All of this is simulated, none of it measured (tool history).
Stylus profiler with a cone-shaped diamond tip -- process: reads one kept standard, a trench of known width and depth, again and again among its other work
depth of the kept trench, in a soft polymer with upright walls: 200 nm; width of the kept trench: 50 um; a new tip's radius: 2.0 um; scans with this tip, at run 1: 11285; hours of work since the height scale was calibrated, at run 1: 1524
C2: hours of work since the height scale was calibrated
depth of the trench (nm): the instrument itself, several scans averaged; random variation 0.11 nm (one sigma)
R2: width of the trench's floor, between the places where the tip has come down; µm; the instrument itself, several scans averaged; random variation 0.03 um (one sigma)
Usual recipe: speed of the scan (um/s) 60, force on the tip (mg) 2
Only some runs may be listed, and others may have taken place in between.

{"run": 1, "hour": 0.0, "speed of the scan (um/s)": 60, "force on the tip (mg)": 2, "scans with this tip": 11285, "C2": 1524, "depth of the trench (nm)": 200.17, "R2": 47.57}
{"run": 2, "hour": 61.2, "speed of the scan (um/s)": 60, "force on the tip (mg)": 2, "scans with this tip": 11628, "C2": 1570, "depth of the trench (nm)": 200.42, "R2": 47.57}
{"run": 3, "hour": 116.9, "speed of the scan (um/s)": 60, "force on the tip (mg)": 2.31, "scans with this tip": 11940, "C2": 1612, "depth of the trench (nm)": 200.39, "R2": 47.57}
{"run": 4, "hour": 167.5, "speed of the scan (um/s)": 60, "force on the tip (mg)": 2.31, "scans with this tip": 12223, "C2": 1651, "depth of the trench (nm)": 200.2, "R2": 47.57}
{"run": 5, "hour": 224.5, "speed of the scan (um/s)": 60, "force on the tip (mg)": 2.31, "scans with this tip": 12542, "C2": 1694, "depth of the trench (nm)": 200.22, "R2": 47.52}
{"run": 6, "hour": 281.3, "speed of the scan (um/s)": 60, "force on the tip (mg)": 2.31, "scans with this tip": 12861, "C2": 1737, "depth of the trench (nm)": 200.32, "R2": 47.55}
{"run": 7, "hour": 336.2, "speed of the scan (um/s)": 60, "force on the tip (mg)": 2.31, "scans with this tip": 13168, "C2": 1778, "depth of the trench (nm)": 200.36, "R2": 47.51}
{"run": 8, "hour": 389.7, "speed of the scan (um/s)": 60, "force on the tip (mg)": 2.31, "scans with this tip": 13468, "C2": 1819, "depth of the trench (nm)": 200.19, "R2": 47.5}
{"run": 9, "hour": 433.6, "speed of the scan (um/s)": 60, "force on the tip (mg)": 2, "scans with this tip": 13714, "C2": 1852, "depth of the trench (nm)": 199.91, "R2": 47.51}
{"run": 10, "hour": 474.6, "speed of the scan (um/s)": 60, "force on the tip (mg)": 2, "scans with this tip": 13944, "C2": 1883, "depth of the trench (nm)": 199.86, "R2": 47.46}
{"run": 11, "hour": 535.2, "speed of the scan (um/s)": 60, "force on the tip (mg)": 2, "scans with this tip": 14283, "C2": 1929, "depth of the trench (nm)": 199.66, "R2": 47.53}
{"run": 12, "hour": 585.9, "speed of the scan (um/s)": 60, "force on the tip (mg)": 2, "scans with this tip": 14567, "C2": 1967, "depth of the trench (nm)": 199.74, "R2": 47.5}
{"run": 13, "hour": 646.5, "speed of the scan (um/s)": 60, "force on the tip (mg)": 2, "scans with this tip": 14906, "C2": 2013, "depth of the trench (nm)": 199.84, "R2": 47.45}
{"run": 14, "hour": 688.1, "speed of the scan (um/s)": 60, "force on the tip (mg)": 2, "scans with this tip": 15139, "C2": 2044, "depth of the trench (nm)": 199.82, "R2": 47.45}
{"run": 15, "hour": 726.2, "speed of the scan (um/s)": 165, "force on the tip (mg)": 2, "scans with this tip": 15353, "C2": 2073, "depth of the trench (nm)": 199.86, "R2": 46.88}
{"run": 16, "hour": 766.7, "speed of the scan (um/s)": 165, "force on the tip (mg)": 2, "scans with this tip": 15580, "C2": 2104, "depth of the trench (nm)": 199.56, "R2": 46.83}
{"run": 17, "hour": 817.7, "speed of the scan (um/s)": 60, "force on the tip (mg)": 4.23, "scans with this tip": 15866, "C2": 2142, "depth of the trench (nm)": 200.6, "R2": 47.5}
{"run": 18, "hour": 873.7, "speed of the scan (um/s)": 60, "force on the tip (mg)": 2, "scans with this tip": 16179, "C2": 2185, "depth of the trench (nm)": 199.72, "R2": 47.38}
{"hour": 882.8, "done": "height scale calibrated on a step standard"}
{"run": 19, "hour": 913.4, "speed of the scan (um/s)": 60, "force on the tip (mg)": 2, "scans with this tip": 16399, "C2": 23, "depth of the trench (nm)": 198.33, "R2": 47.43}
{"run": 20, "hour": 979.1, "speed of the scan (um/s)": 60, "force on the tip (mg)": 2, "scans with this tip": 16767, "C2": 73, "depth of the trench (nm)": 198.16, "R2": 47.45}
{"run": 21, "hour": 1016.6, "speed of the scan (um/s)": 60, "force on the tip (mg)": 0.97, "scans with this tip": 16977, "C2": 101, "depth of the trench (nm)": 197.41, "R2": 47.27}
{"run": 22, "hour": 1049.0, "speed of the scan (um/s)": 60, "force on the tip (mg)": 0.97, "scans with this tip": 17158, "C2": 126, "depth of the trench (nm)": 197.47, "R2": 47.28}
{"hour": 1065.0, "done": "height scale calibrated on a step standard, once more"}
{"run": 23, "hour": 1110.5, "speed of the scan (um/s)": 68, "force on the tip (mg)": 0.97, "scans with this tip": 17500, "C2": 34, "depth of the trench (nm)": 201, "R2": 47.14}
{"run": 24, "hour": 1144.3, "speed of the scan (um/s)": 68, "force on the tip (mg)": 0.97, "scans with this tip": 17689, "C2": 60, "depth of the trench (nm)": 200.87, "R2": 47.16}
{"run": 25, "hour": 1205.3, "speed of the scan (um/s)": 68, "force on the tip (mg)": 0.97, "scans with this tip": 18031, "C2": 106, "depth of the trench (nm)": 200.94, "R2": 47.17}
{"run": 26, "hour": 1259.4, "speed of the scan (um/s)": 47, "force on the tip (mg)": 2.96, "scans with this tip": 18334, "C2": 147, "depth of the trench (nm)": 202.04, "R2": 47.44}
{"run": 27, "hour": 1295.2, "speed of the scan (um/s)": 232, "force on the tip (mg)": 0.83, "scans with this tip": 18534, "C2": 174, "depth of the trench (nm)": 200.64, "R2": 45.78}
{"run": 28, "hour": 1339.3, "speed of the scan (um/s)": 165, "force on the tip (mg)": 1.35, "scans with this tip": 18781, "C2": 207, "depth of the trench (nm)": 201.15, "R2": 46.6}
{"run": 29, "hour": 1401.3, "speed of the scan (um/s)": 22, "force on the tip (mg)": 1.07, "scans with this tip": 19129, "C2": 254, "depth of the trench (nm)": 200.86, "R2": 47.43}
{"run": 30, "hour": 1458.7, "speed of the scan (um/s)": 22, "force on the tip (mg)": 1.07, "scans with this tip": 19451, "C2": 298, "depth of the trench (nm)": 200.85, "R2": 47.5}
{"run": 31, "hour": 1490.9, "speed of the scan (um/s)": 66, "force on the tip (mg)": 2.2, "scans with this tip": 19631, "C2": 322, "depth of the trench (nm)": 201.4, "R2": 47.27}
{"run": 32, "hour": 1527.5, "speed of the scan (um/s)": 66, "force on the tip (mg)": 2.2, "scans with this tip": 19836, "C2": 350, "depth of the trench (nm)": 201.41, "R2": 47.32}
{"run": 33, "hour": 1582.6, "speed of the scan (um/s)": 190, "force on the tip (mg)": 1.4, "scans with this tip": 20145, "C2": 392, "depth of the trench (nm)": 201.01, "R2": 46.42}
{"run": 34, "hour": 1620.4, "speed of the scan (um/s)": 190, "force on the tip (mg)": 1.4, "scans with this tip": 20356, "C2": 420, "depth of the trench (nm)": 200.92, "R2": 46.38}
{"run": 35, "hour": 1686.4, "speed of the scan (um/s)": 202, "force on the tip (mg)": 1.24, "scans with this tip": 20726, "C2": 470, "depth of the trench (nm)": 200.91, "R2": 46.22}
{"run": 36, "hour": 1719.3, "speed of the scan (um/s)": 16, "force on the tip (mg)": 1.2, "scans with this tip": 20910, "C2": 495, "depth of the trench (nm)": 200.77, "R2": 47.51}
{"run": 37, "hour": 1784.4, "speed of the scan (um/s)": 56, "force on the tip (mg)": 5.84, "scans with this tip": 21275, "C2": 544, "depth of the trench (nm)": 203.01, "R2": 47.47}
{"run": 38, "hour": 1815.1, "speed of the scan (um/s)": 56, "force on the tip (mg)": 5.84, "scans with this tip": 21447, "C2": 567, "depth of the trench (nm)": 202.94, "R2": 47.39}
{"run": 39, "hour": 1866.3, "speed of the scan (um/s)": 56, "force on the tip (mg)": 5.84, "scans with this tip": 21734, "C2": 606, "depth of the trench (nm)": 202.73, "R2": 47.43}
{"run": 40, "hour": 1899.3, "speed of the scan (um/s)": 104, "force on the tip (mg)": 3.74, "scans with this tip": 21919, "C2": 631, "depth of the trench (nm)": 201.9, "R2": 47.12}
{"run": 41, "hour": 1933.1, "speed of the scan (um/s)": 66, "force on the tip (mg)": 1.01, "scans with this tip": 22108, "C2": 657, "depth of the trench (nm)": 200.61, "R2": 47.11}
{"run": 42, "hour": 1991.7, "speed of the scan (um/s)": 66, "force on the tip (mg)": 1.01, "scans with this tip": 22436, "C2": 701, "depth of the trench (nm)": 200.31, "R2": 47.14}
{"run": 43, "hour": 2030.4, "speed of the scan (um/s)": 140, "force on the tip (mg)": 0.76, "scans with this tip": 22653, "C2": 730, "depth of the trench (nm)": 200.31, "R2": 46.36}
{"run": 44, "hour": 2096.0, "speed of the scan (um/s)": 140, "force on the tip (mg)": 0.76, "scans with this tip": 23020, "C2": 780, "depth of the trench (nm)": 200.26, "R2": 46.27}
{"run": 45, "hour": 2163.0, "speed of the scan (um/s)": 140, "force on the tip (mg)": 0.76, "scans with this tip": 23396, "C2": 831, "depth of the trench (nm)": 200.19, "R2": 46.33}
{"run": 46, "hour": 2202.8, "speed of the scan (um/s)": 80, "force on the tip (mg)": 0.99, "scans with this tip": 23619, "C2": 861, "depth of the trench (nm)": 200.28, "R2": 46.91}
{"run": 47, "hour": 2247.6, "speed of the scan (um/s)": 37, "force on the tip (mg)": 0.97, "scans with this tip": 23870, "C2": 895, "depth of the trench (nm)": 200.23, "R2": 47.26}

Each row is a separate what-if for the run after 47, all from the same tool condition, not one after another. Results?
{"run": "A", "hour": 2310.9, "speed of the scan (um/s)": 60, "force on the tip (mg)": 3.15, "scans with this tip": 24224, "C2": 942, "depth of the trench (nm)": "?", "R2": "?"}
{"run": "B", "hour": 2310.9, "speed of the scan (um/s)": 107, "force on the tip (mg)": 0.94, "scans with this tip": 24224, "C2": 942, "depth of the trench (nm)": "?", "R2": "?"}
{"run": "C", "hour": 2310.9, "speed of the scan (um/s)": 24, "force on the tip (mg)": 2, "scans with this tip": 24224, "C2": 942, "depth of the trench (nm)": "?", "R2": "?"}

run=A depth_of_the_trench_(nm)=201.47 R2=47.24
run=B depth_of_the_trench_(nm)=200.14 R2=46.69
run=C depth_of_the_trench_(nm)=200.81 R2=47.38
Take away the tool's hidden state, keep each run's random variation, and the runs would have read:
run=A depth_of_the_trench_(nm)=202.33 R2=47.98
run=B depth_of_the_trench_(nm)=200.99 R2=47.43
run=C depth_of_the_trench_(nm)=201.67 R2=48.12
